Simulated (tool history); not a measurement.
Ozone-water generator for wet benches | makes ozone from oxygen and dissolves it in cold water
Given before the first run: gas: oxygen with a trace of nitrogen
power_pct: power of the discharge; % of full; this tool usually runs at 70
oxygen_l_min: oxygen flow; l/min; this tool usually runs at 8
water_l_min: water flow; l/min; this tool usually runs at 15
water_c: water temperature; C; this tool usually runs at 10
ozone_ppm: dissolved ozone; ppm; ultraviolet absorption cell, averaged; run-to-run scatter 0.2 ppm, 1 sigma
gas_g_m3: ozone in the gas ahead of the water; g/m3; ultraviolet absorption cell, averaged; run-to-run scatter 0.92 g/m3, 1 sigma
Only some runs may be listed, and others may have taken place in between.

run,hour,power_pct,oxygen_l_min,water_l_min,water_c,ozone_ppm,gas_g_m3
1,0,70,8,15,10,27.7,154.4
2,48.7,70,8,15,10,28.4,155.4
3,91.5,70,8,15,10,28,153.5
4,130.1,84,8,15,10,32.7,181.6
5,169.7,84,8,15,10,32.9,178.3
6,207.7,84,8,15,10,32.7,179.5
7,251.6,59,8,15,10,24.2,133.2
8,293,59,8,15,10,24.1,134.5
# hour 313.4: water thermometer calibrated
9,330.5,59,8,15,10,24.7,133.4
10,382.7,59,8,15,10,24.5,133.6
11,410.7,59,8,15,10,24.7,133.6
12,443.2,59,8,15,10,24.5,133.4
13,494,70,8,15,10,28.1,153.3
14,517.6,70,8,15,10,27.9,152.6
15,542.6,70,13.9,15,10,25.5,113.6
16,583.7,42,11.09,21,8,15,84.8
17,629.9,42,11.09,21,15,13.4,85.3
18,677.9,76,11.09,21,15,21.6,138.7
19,711.8,61,8,15,7,26.8,137.2
20,757.3,61,6.23,15,7,27,159.5
21,792.7,66,6.23,15,7,28.6,167.2
22,827.6,66,6.23,15,7,28.5,168.3
23,880.9,70,4.48,15,12,28.1,211
24,923.3,99,4.48,15,7,39.5,278.3
25,975.4,99,4.48,15,7,39.6,278.8
26,1007.5,99,4.48,21,7,30.1,276.9
27,1037.2,70,6.21,17,10,26.1,176.1
28,1077.2,70,6.21,21,5,24.1,176.2

Alternative continuations, all from the tool just after run 28; predict every row:
A,1129.6,61,12.6,19,10,?,?
B,1129.6,70,4.42,21,5,?,?
C,1129.6,96,6.21,21,13,?,?
D,1129.6,70,8,17,10,?,?
E,1129.6,70,11.25,21,5,?,?

run,ozone_ppm,gas_g_m3
A,20.8,106.9
B,22.8,210.7
C,27.8,224.8
D,26.1,154.7
E,24.1,125.9
What these runs would have given with no unlogged condition in the tool:
run,ozone_ppm,gas_g_m3
A,21.9,108.2
B,24,213.7
C,29.4,228.8
D,27.4,156.9
E,25.4,127.7

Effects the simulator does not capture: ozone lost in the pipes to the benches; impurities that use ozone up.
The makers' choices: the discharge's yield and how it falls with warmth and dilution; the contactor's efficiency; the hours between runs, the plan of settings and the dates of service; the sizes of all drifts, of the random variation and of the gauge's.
